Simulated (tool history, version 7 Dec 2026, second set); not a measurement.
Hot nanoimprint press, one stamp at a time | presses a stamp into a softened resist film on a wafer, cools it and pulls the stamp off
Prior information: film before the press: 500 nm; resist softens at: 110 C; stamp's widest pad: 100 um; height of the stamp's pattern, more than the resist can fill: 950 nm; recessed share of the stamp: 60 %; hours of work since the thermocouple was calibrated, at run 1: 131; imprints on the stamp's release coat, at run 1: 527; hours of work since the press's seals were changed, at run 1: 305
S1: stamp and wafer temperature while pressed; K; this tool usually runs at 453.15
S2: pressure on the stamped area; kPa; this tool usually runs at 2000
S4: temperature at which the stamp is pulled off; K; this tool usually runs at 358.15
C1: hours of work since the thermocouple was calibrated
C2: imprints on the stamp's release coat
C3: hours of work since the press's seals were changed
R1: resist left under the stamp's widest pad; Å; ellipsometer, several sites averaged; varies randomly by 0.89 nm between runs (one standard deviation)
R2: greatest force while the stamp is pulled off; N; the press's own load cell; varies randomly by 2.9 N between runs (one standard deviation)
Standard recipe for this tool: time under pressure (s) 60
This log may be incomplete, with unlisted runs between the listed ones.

run 1 hour=0.0 | S1=453.15 S2=2000 time_under_pressure_(s)=60 S4=358.15 | C1=131 C2=527 C3=305 | R1=2429 R2=173
run 2 hour=17.1 | S1=453.15 S2=2000 time_under_pressure_(s)=60 S4=358.15 | C1=139 C2=583 C3=313 | R1=2449 R2=168
run 3 hour=41.4 | S1=458.15 S2=2000 time_under_pressure_(s)=60 S4=358.15 | C1=151 C2=663 C3=325 | R1=1961 R2=173
run 4 hour=57.8 | S1=458.15 S2=2000 time_under_pressure_(s)=60 S4=358.15 | C1=159 C2=717 C3=333 | R1=1972 R2=176
run 5 hour=79.2 | S1=458.15 S2=2000 time_under_pressure_(s)=60 S4=358.15 | C1=169 C2=787 C3=343 | R1=1969 R2=175
run 6 hour=102.4 | S1=453.15 S2=2000 time_under_pressure_(s)=63 S4=358.15 | C1=180 C2=863 C3=354 | R1=2406 R2=183
run 7 hour=123.1 | S1=453.15 S2=2000 time_under_pressure_(s)=63 S4=358.15 | C1=190 C2=931 C3=364 | R1=2438 R2=181
run 8 hour=134.6 | S1=453.15 S2=2000 time_under_pressure_(s)=60 S4=358.15 | C1=196 C2=969 C3=370 | R1=2486 R2=180
run 9 hour=148.8 | S1=453.15 S2=2350 time_under_pressure_(s)=60 S4=358.15 | C1=203 C2=1016 C3=377 | R1=2345 R2=182
run 10 hour=174.6 | S1=453.15 S2=2350 time_under_pressure_(s)=60 S4=358.15 | C1=215 C2=1101 C3=389 | R1=2327 R2=186
run 11 hour=201.6 | S1=453.15 S2=2970 time_under_pressure_(s)=35 S4=358.15 | C1=228 C2=1190 C3=402 | R1=2602 R2=191
run 12 hour=226.4 | S1=453.15 S2=2000 time_under_pressure_(s)=60 S4=361.15 | C1=240 C2=1271 C3=414 | R1=2503 R2=185
run 13 hour=251.5 | S1=453.15 S2=2000 time_under_pressure_(s)=60 S4=364.15 | C1=252 C2=1354 C3=426 | R1=2511 R2=178
run 14 hour=276.7 | S1=453.15 S2=2000 time_under_pressure_(s)=60 S4=363.15 | C1=265 C2=1437 C3=438 | R1=2525 R2=177
run 15 hour=296.5 | S1=453.15 S2=2000 time_under_pressure_(s)=60 S4=363.15 | C1=274 C2=1502 C3=448 | R1=2531 R2=177
-- hour=319.6 plate thermocouple calibrated
run 16 hour=323.4 | S1=458.15 S2=2000 time_under_pressure_(s)=60 S4=358.15 | C1=2 C2=1580 C3=460 | R1=1868 R2=193
run 17 hour=349.1 | S1=445.15 S2=2000 time_under_pressure_(s)=35 S4=349.15 | C1=14 C2=1665 C3=472 | R1=3761 R2=230

Each row is a separate what-if for the run after 17, all from the same tool condition, not one after another. Results?
run A hour=361.7 | S1=453.15 S2=2160 time_under_pressure_(s)=44 S4=358.15 | C1=20 C2=1706 C3=478 | R1=? R2=?
run B hour=361.7 | S1=452.15 S2=2580 time_under_pressure_(s)=60 S4=354.15 | C1=20 C2=1706 C3=478 | R1=? R2=?
run C hour=361.7 | S1=445.15 S2=1710 time_under_pressure_(s)=35 S4=349.15 | C1=20 C2=1706 C3=478 | R1=? R2=?

run=A R1=2582 R2=198
run=B R1=2228 R2=211
run=C R1=3882 R2=229
Stripped of hidden state, with their random variation kept, the same runs would have yielded:
run=A R1=2544 R2=153
run=B R1=2186 R2=163
run=C R1=3856 R2=177
